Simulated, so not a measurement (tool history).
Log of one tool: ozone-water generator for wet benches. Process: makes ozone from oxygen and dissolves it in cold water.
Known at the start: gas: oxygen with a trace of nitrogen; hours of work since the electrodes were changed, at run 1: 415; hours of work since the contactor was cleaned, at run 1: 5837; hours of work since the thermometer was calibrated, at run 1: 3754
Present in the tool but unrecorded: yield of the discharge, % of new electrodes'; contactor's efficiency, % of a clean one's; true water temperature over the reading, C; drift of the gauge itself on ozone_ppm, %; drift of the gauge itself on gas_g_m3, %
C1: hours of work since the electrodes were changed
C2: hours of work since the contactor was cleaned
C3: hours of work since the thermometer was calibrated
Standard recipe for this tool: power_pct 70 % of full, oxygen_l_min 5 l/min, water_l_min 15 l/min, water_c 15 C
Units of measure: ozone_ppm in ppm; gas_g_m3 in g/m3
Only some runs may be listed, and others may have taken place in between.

{"run": 1, "hour": 0.0, "power_pct": 70, "oxygen_l_min": 5, "water_l_min": 15, "water_c": 15, "C1": 415, "C2": 5837, "C3": 3754, "ozone_ppm": 36.3, "gas_g_m3": 279.3}
{"run": 2, "hour": 36.7, "power_pct": 70, "oxygen_l_min": 5, "water_l_min": 15, "water_c": 7, "C1": 446, "C2": 5867, "C3": 3784, "ozone_ppm": 40.6, "gas_g_m3": 281.8}
{"run": 3, "hour": 71.3, "power_pct": 70, "oxygen_l_min": 5, "water_l_min": 15, "water_c": 15, "C1": 474, "C2": 5896, "C3": 3813, "ozone_ppm": 36.3, "gas_g_m3": 277.8}
{"run": 4, "hour": 110.6, "power_pct": 70, "oxygen_l_min": 5, "water_l_min": 15, "water_c": 15, "C1": 507, "C2": 5928, "C3": 3846, "ozone_ppm": 36.3, "gas_g_m3": 280.3}
{"run": 5, "hour": 130.7, "power_pct": 70, "oxygen_l_min": 5, "water_l_min": 15, "water_c": 15, "C1": 524, "C2": 5945, "C3": 3862, "ozone_ppm": 36.3, "gas_g_m3": 280.6}
{"run": 6, "hour": 150.6, "power_pct": 70, "oxygen_l_min": 5, "water_l_min": 15, "water_c": 15, "C1": 540, "C2": 5962, "C3": 3879, "ozone_ppm": 36, "gas_g_m3": 281.8}
{"run": 7, "hour": 190.2, "power_pct": 70, "oxygen_l_min": 5, "water_l_min": 15, "water_c": 15, "C1": 573, "C2": 5995, "C3": 3912, "ozone_ppm": 36, "gas_g_m3": 279.8}
{"run": 8, "hour": 213.5, "power_pct": 70, "oxygen_l_min": 5, "water_l_min": 15, "water_c": 15, "C1": 593, "C2": 6014, "C3": 3931, "ozone_ppm": 36.8, "gas_g_m3": 281.6}
{"run": 9, "hour": 235.0, "power_pct": 70, "oxygen_l_min": 5, "water_l_min": 15, "water_c": 15, "C1": 610, "C2": 6032, "C3": 3949, "ozone_ppm": 36.3, "gas_g_m3": 281.9}
{"run": 10, "hour": 256.8, "power_pct": 70, "oxygen_l_min": 5, "water_l_min": 15, "water_c": 15, "C1": 629, "C2": 6050, "C3": 3967, "ozone_ppm": 36.5, "gas_g_m3": 281.1}
{"run": 11, "hour": 277.9, "power_pct": 70, "oxygen_l_min": 5, "water_l_min": 15, "water_c": 15, "C1": 646, "C2": 6068, "C3": 3985, "ozone_ppm": 36.4, "gas_g_m3": 282.6}
{"run": 12, "hour": 310.0, "power_pct": 70, "oxygen_l_min": 5, "water_l_min": 15, "water_c": 15, "C1": 673, "C2": 6094, "C3": 4011, "ozone_ppm": 36.2, "gas_g_m3": 280}
{"run": 13, "hour": 344.6, "power_pct": 70, "oxygen_l_min": 5, "water_l_min": 15, "water_c": 15, "C1": 702, "C2": 6123, "C3": 4040, "ozone_ppm": 36.1, "gas_g_m3": 280.1}
{"run": 14, "hour": 374.6, "power_pct": 70, "oxygen_l_min": 2.84, "water_l_min": 15, "water_c": 15, "C1": 726, "C2": 6148, "C3": 4065, "ozone_ppm": 37.6, "gas_g_m3": 406.3}
{"run": 15, "hour": 412.1, "power_pct": 70, "oxygen_l_min": 5, "water_l_min": 15, "water_c": 15, "C1": 758, "C2": 6179, "C3": 4096, "ozone_ppm": 36.5, "gas_g_m3": 283.9}
{"run": 16, "hour": 438.8, "power_pct": 70, "oxygen_l_min": 5, "water_l_min": 15, "water_c": 15, "C1": 780, "C2": 6201, "C3": 4118, "ozone_ppm": 35.9, "gas_g_m3": 282.5}
{"run": 17, "hour": 460.0, "power_pct": 70, "oxygen_l_min": 5, "water_l_min": 15, "water_c": 15, "C1": 797, "C2": 6219, "C3": 4136, "ozone_ppm": 36.7, "gas_g_m3": 280.9}
{"run": 18, "hour": 498.6, "power_pct": 70, "oxygen_l_min": 5, "water_l_min": 15, "water_c": 15, "C1": 830, "C2": 6251, "C3": 4168, "ozone_ppm": 36.3, "gas_g_m3": 284.4}
{"run": 19, "hour": 537.6, "power_pct": 70, "oxygen_l_min": 5, "water_l_min": 15, "water_c": 15, "C1": 862, "C2": 6283, "C3": 4201, "ozone_ppm": 36.1, "gas_g_m3": 285}
{"run": 20, "hour": 566.1, "power_pct": 65, "oxygen_l_min": 8.57, "water_l_min": 22, "water_c": 10, "C1": 886, "C2": 6307, "C3": 4224, "ozone_ppm": 24.8, "gas_g_m3": 187.6}
{"run": 21, "hour": 592.2, "power_pct": 70, "oxygen_l_min": 5, "water_l_min": 23, "water_c": 15, "C1": 907, "C2": 6329, "C3": 4246, "ozone_ppm": 25.3, "gas_g_m3": 282.2}
{"run": 22, "hour": 630.9, "power_pct": 81, "oxygen_l_min": 8.58, "water_l_min": 22, "water_c": 17, "C1": 940, "C2": 6361, "C3": 4278, "ozone_ppm": 27.5, "gas_g_m3": 228.4}
{"run": 23, "hour": 667.7, "power_pct": 81, "oxygen_l_min": 8.58, "water_l_min": 22, "water_c": 17, "C1": 970, "C2": 6391, "C3": 4309, "ozone_ppm": 27.3, "gas_g_m3": 227.1}

Run 24 is up next; what results do you expect?
{"run": 24, "hour": 699.7, "power_pct": 81, "oxygen_l_min": 8.58, "water_l_min": 22, "water_c": 17, "C1": 997, "C2": 6418, "C3": 4335, "ozone_ppm": "?", "gas_g_m3": "?"}

Run 24 produced ozone_ppm 27.2 ppm, gas_g_m3 226.8 g/m3.
Had the tool carried no hidden state, the very same run would have given ozone_ppm 27.3 ppm, gas_g_m3 222.8 g/m3.
